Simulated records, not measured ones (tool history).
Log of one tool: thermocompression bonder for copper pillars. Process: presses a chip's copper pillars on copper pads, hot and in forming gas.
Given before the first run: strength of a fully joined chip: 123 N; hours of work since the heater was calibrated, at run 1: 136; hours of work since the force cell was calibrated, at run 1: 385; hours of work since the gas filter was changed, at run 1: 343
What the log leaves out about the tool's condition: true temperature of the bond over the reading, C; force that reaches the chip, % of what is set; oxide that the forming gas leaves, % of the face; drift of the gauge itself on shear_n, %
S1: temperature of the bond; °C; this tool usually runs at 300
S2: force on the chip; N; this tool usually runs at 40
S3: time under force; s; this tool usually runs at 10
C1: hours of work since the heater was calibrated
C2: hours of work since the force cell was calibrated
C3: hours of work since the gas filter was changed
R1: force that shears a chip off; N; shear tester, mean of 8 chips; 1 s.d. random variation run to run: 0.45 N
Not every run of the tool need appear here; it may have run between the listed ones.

run,day,S1,S2,S3,C1,C2,C3,R1
1,0.000,300,40,10,136,385,343,59.6
2,1.100,277,40,10,157,406,364,42.2
3,1.962,277,40,10,173,422,380,43.0
4,2.925,277,40,10,191,440,398,42.7
5,3.629,300,39,10,204,453,411,59.2
6,4.729,300,39,18,225,474,432,72.0
7,5.358,300,39,18,237,486,444,71.2
8,6.038,300,39,18,250,499,456,70.4
9,6.904,323,39,18,266,515,473,90.1
# day 8.029: forming gas filter changed
10,8.375,289,40,10,293,542,7,51.5
11,9.550,289,40,10,315,564,29,50.5
12,10.833,273,40,10,339,588,53,40.7
13,11.871,290,52,13,359,608,72,65.6
14,12.792,290,52,13,376,625,89,65.1
15,13.504,277,27,15,389,638,103,39.6
16,14.496,277,27,11,408,657,121,34.9
17,15.142,271,43,12,420,669,133,42.7
18,16.475,313,40,12,445,694,158,73.7
19,17.500,313,40,21,464,713,178,85.9
20,18.383,313,25,21,481,730,194,69.5
21,19.050,313,25,21,493,742,207,69.9

What if the next run were any one of these 5? Each begins from the tool's condition after run 21:
A,19.812,275,54,17,507,756,221,?
B,19.812,300,55,10,507,756,221,?
C,19.812,276,52,18,507,756,221,?
D,19.812,300,32,10,507,756,221,?
E,19.812,275,25,12,507,756,221,?

run,R1
A,59.9
B,69.5
C,60.3
D,52.9
E,33.1
The same runs, with their run-to-run variation unchanged, on a tool lacking any hidden condition would have given:
run,R1
A,60.1
B,69.8
C,60.5
D,53.1
E,33.3

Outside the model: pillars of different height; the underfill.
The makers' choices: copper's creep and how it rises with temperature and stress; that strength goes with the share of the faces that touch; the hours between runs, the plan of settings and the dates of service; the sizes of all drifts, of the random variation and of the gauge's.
